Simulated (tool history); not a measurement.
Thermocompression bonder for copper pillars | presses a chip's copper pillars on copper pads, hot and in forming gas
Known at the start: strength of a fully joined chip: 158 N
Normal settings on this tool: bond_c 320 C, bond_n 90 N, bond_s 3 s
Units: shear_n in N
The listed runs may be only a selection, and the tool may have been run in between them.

run,hour,bond_c,bond_n,bond_s,shear_n
1,0,320,90,3,88.4
2,10.1,320,90,3,87.9
3,17.9,320,90,3,87.7
4,33.7,320,55,3,64.8
5,40.6,320,55,3,64.6
6,50,320,90,3,87.7
7,65.1,320,90,3,87.5
8,80.3,329,90,3,93.6
9,92.3,320,90,5,101.4
10,101.1,320,90,5,101.4
11,108.4,320,63,5,84.3
12,119.9,309,55,2,48.8
13,127.3,309,55,2,49.2
14,142.6,309,55,2,49.1
15,150.8,342,55,2,67.7
16,159.7,342,55,2,67.5
17,173.1,337,90,4,106.8
18,185,326,90,3,90.8
19,197.2,318,113,2,84.7

What if the next run were any one of these 4? Each begins from the tool's condition after run 19:
A,209.3,310,90,3,?
B,209.3,303,106,2,?
C,209.3,318,113,6,?
D,209.3,338,113,2,?

run,shear_n
A,79.3
B,71.2
C,114.7
D,98.9
The same runs, with their run-to-run variation unchanged, on a tool lacking any hidden condition would have given:
run,shear_n
A,84
B,75.7
C,120.3
D,103.9
